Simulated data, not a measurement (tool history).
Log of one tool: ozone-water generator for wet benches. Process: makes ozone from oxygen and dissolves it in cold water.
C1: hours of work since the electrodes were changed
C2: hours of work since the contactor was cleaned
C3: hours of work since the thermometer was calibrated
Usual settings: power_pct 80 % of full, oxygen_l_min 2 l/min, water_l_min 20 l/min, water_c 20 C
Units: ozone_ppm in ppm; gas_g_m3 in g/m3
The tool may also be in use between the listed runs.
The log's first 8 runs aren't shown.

{"run": 9, "hour": 763.4, "power_pct": 80, "oxygen_l_min": 2, "water_l_min": 20, "water_c": 20, "C1": 2709, "C2": 153, "C3": 4878, "ozone_ppm": 8.6, "gas_g_m3": 185.3}
{"run": 10, "hour": 843.1, "power_pct": 80, "oxygen_l_min": 2, "water_l_min": 26, "water_c": 20, "C1": 2761, "C2": 206, "C3": 4930, "ozone_ppm": 6.3, "gas_g_m3": 186}
{"run": 11, "hour": 897.1, "power_pct": 80, "oxygen_l_min": 2, "water_l_min": 26, "water_c": 20, "C1": 2797, "C2": 242, "C3": 4966, "ozone_ppm": 6.3, "gas_g_m3": 186.3}
{"run": 12, "hour": 947.0, "power_pct": 80, "oxygen_l_min": 2, "water_l_min": 19, "water_c": 20, "C1": 2830, "C2": 275, "C3": 4999, "ozone_ppm": 8.8, "gas_g_m3": 188.3}
{"run": 13, "hour": 1031.8, "power_pct": 80, "oxygen_l_min": 2, "water_l_min": 19, "water_c": 20, "C1": 2886, "C2": 331, "C3": 5055, "ozone_ppm": 8.8, "gas_g_m3": 186.5}
{"run": 14, "hour": 1081.9, "power_pct": 80, "oxygen_l_min": 2, "water_l_min": 20, "water_c": 21, "C1": 2919, "C2": 364, "C3": 5088, "ozone_ppm": 8.1, "gas_g_m3": 185.7}
{"run": 15, "hour": 1160.6, "power_pct": 80, "oxygen_l_min": 2, "water_l_min": 20, "water_c": 20, "C1": 2971, "C2": 416, "C3": 5140, "ozone_ppm": 8.4, "gas_g_m3": 186.7}
{"run": 16, "hour": 1261.6, "power_pct": 80, "oxygen_l_min": 2.45, "water_l_min": 20, "water_c": 20, "C1": 3038, "C2": 483, "C3": 5207, "ozone_ppm": 8.6, "gas_g_m3": 168.8}
{"run": 17, "hour": 1374.2, "power_pct": 57, "oxygen_l_min": 2, "water_l_min": 20, "water_c": 20, "C1": 3113, "C2": 557, "C3": 5282, "ozone_ppm": 6.7, "gas_g_m3": 144.5}
{"run": 18, "hour": 1464.1, "power_pct": 80, "oxygen_l_min": 1.2, "water_l_min": 28, "water_c": 24, "C1": 3172, "C2": 617, "C3": 5341, "ozone_ppm": 5.1, "gas_g_m3": 244}
{"run": 19, "hour": 1527.8, "power_pct": 80, "oxygen_l_min": 1.2, "water_l_min": 28, "water_c": 24, "C1": 3214, "C2": 659, "C3": 5383, "ozone_ppm": 5, "gas_g_m3": 244.1}

The next listed run, before its measurement:
{"run": 20, "hour": 1597.2, "power_pct": 84, "oxygen_l_min": 2, "water_l_min": 20, "water_c": 17, "C1": 3260, "C2": 705, "C3": 5429, "ozone_ppm": "?", "gas_g_m3": "?"}

Run 20 gave ozone_ppm 8.8 ppm, gas_g_m3 192.5 g/m3.
Without the tool's hidden state the same run would have given ozone_ppm 8.9 ppm, gas_g_m3 192.6 g/m3.
